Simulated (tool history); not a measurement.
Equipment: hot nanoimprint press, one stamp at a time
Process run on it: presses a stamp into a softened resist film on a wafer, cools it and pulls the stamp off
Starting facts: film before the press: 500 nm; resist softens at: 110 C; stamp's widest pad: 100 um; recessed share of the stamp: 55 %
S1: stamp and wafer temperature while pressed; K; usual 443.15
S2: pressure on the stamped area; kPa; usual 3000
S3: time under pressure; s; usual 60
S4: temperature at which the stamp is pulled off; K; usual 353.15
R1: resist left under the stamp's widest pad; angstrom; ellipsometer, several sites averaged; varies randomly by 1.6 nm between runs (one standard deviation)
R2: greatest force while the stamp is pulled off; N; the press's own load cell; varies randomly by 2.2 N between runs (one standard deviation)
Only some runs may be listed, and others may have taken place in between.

| run | day | S1 | S2 | S3 | S4 | R1 | R2 |
|---|---|---|---|---|---|---|---|
| 1 | 0.000 | 443.15 | 3000 | 60 | 353.15 | 2371 | 145 |
| 2 | 3.254 | 443.15 | 3000 | 60 | 353.15 | 2344 | 154 |
|  | 3.921 | plate thermocouple calibrated |
| 3 | 6.138 | 443.15 | 3000 | 60 | 353.15 | 2539 | 173 |
| 4 | 8.100 | 443.15 | 3000 | 60 | 346.15 | 2549 | 209 |
| 5 | 9.992 | 443.15 | 3000 | 60 | 346.15 | 2536 | 213 |
| 6 | 12.712 | 443.15 | 3660 | 60 | 353.15 | 2320 | 196 |
| 7 | 15.004 | 443.15 | 3660 | 60 | 353.15 | 2321 | 215 |
| 8 | 16.908 | 443.15 | 3660 | 60 | 353.15 | 2292 | 216 |
| 9 | 19.508 | 443.15 | 3660 | 60 | 353.15 | 2296 | 229 |
|  | 21.158 | stamp cleaned and given a new release coat |
| 10 | 22.212 | 443.15 | 3660 | 60 | 353.15 | 2275 | 101 |
| 11 | 25.029 | 443.15 | 3000 | 60 | 353.15 | 2471 | 109 |
| 12 | 28.092 | 443.15 | 3910 | 60 | 353.15 | 2215 | 119 |
| 13 | 30.438 | 443.15 | 3910 | 60 | 353.15 | 2204 | 126 |
| 14 | 33.688 | 443.15 | 3910 | 60 | 353.15 | 2177 | 141 |
|  | 36.383 | plate thermocouple calibrated |
| 15 | 36.442 | 443.15 | 3470 | 60 | 353.15 | 2415 | 145 |
| 16 | 38.496 | 443.15 | 2490 | 78 | 353.15 | 2467 | 161 |
| 17 | 39.933 | 443.15 | 2490 | 78 | 353.15 | 2462 | 166 |
|  | 41.679 | press's hydraulic seals changed and the load cell set to zero |
| 18 | 43.042 | 449.15 | 3000 | 32 | 356.15 | 2195 | 161 |
| 19 | 44.712 | 449.15 | 2360 | 32 | 356.15 | 2436 | 167 |
| 20 | 47.550 | 443.15 | 3000 | 40 | 353.15 | 2788 | 194 |
| 21 | 49.350 | 443.15 | 3000 | 40 | 353.15 | 2791 | 198 |
| 22 | 50.854 | 443.15 | 3000 | 40 | 353.15 | 2778 | 207 |
| 23 | 53.958 | 443.15 | 3000 | 40 | 353.15 | 2760 | 210 |
| 24 | 56.288 | 436.15 | 3000 | 40 | 353.15 | 3736 | 218 |
|  | 57.662 | stamp cleaned and given a new release coat |
| 25 | 58.288 | 443.15 | 3000 | 60 | 350.15 | 2363 | 104 |
| 26 | 60.238 | 443.15 | 3000 | 60 | 350.15 | 2365 | 116 |
| 27 | 62.750 | 443.15 | 3000 | 60 | 350.15 | 2351 | 116 |
| 28 | 64.775 | 443.15 | 3000 | 60 | 350.15 | 2313 | 129 |
| 29 | 66.346 | 435.15 | 2490 | 60 | 353.15 | 3683 | 119 |

Predict each of these 4 candidate next runs independently; none follows another, all start after run 29:
|  | 69.200 | plate thermocouple calibrated |
| A | 69.596 | 435.15 | 2490 | 41 | 348.15 | ? | ? |
|  | 69.200 | plate thermocouple calibrated |
| B | 69.596 | 438.15 | 3000 | 71 | 356.15 | ? | ? |
|  | 69.200 | plate thermocouple calibrated |
| C | 69.596 | 452.15 | 1920 | 94 | 353.15 | ? | ? |
|  | 69.200 | plate thermocouple calibrated |
| D | 69.596 | 435.15 | 3970 | 86 | 353.15 | ? | ? |

| run | R1 | R2 |
|---|---|---|
| A | 4169 | 151 |
| B | 3190 | 129 |
| C | 1576 | 138 |
| D | 3138 | 137 |
Without the tool's hidden state the same runs would have given:
| run | R1 | R2 |
|---|---|---|
| A | 4134 | 107 |
| B | 3135 | 92 |
| C | 1548 | 98 |
| D | 3073 | 97 |
